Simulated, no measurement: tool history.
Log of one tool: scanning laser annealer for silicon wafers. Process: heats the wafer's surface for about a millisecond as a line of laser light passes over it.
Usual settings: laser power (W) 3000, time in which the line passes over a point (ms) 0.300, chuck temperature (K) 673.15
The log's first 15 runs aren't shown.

run,day,laser power (W),time in which the line passes over a point (ms),chuck temperature (K),highest temperature of the surface (K)
16,20.483,3000,0.308,673.15,1400.15
17,21.888,3000,0.308,673.15,1401.15
18,23.717,3000,0.300,673.15,1388.15
19,24.879,3000,0.300,673.15,1390.15
20,26.438,3000,0.300,711.15,1421.15
21,27.967,3187,0.380,711.15,1565.15
22,30.000,2778,0.300,696.15,1350.15
23,31.500,2778,0.300,696.15,1353.15
# day 32.204: window over the wafer cleaned
24,33.450,2570,0.276,704.15,1300.15
25,35.304,2570,0.276,704.15,1302.15
26,37.367,2613,0.232,697.15,1252.15
27,38.296,3000,0.300,663.15,1389.15
28,39.662,2573,0.227,706.15,1247.15
29,40.771,2573,0.227,706.15,1246.15

The next listed run, before its measurement:
30,42.121,3000,0.296,707.15,?

Run 30 gave highest temperature of the surface (K) 1427.15.
Without the tool's hidden state the same run would have given highest temperature of the surface (K) 1444.15.
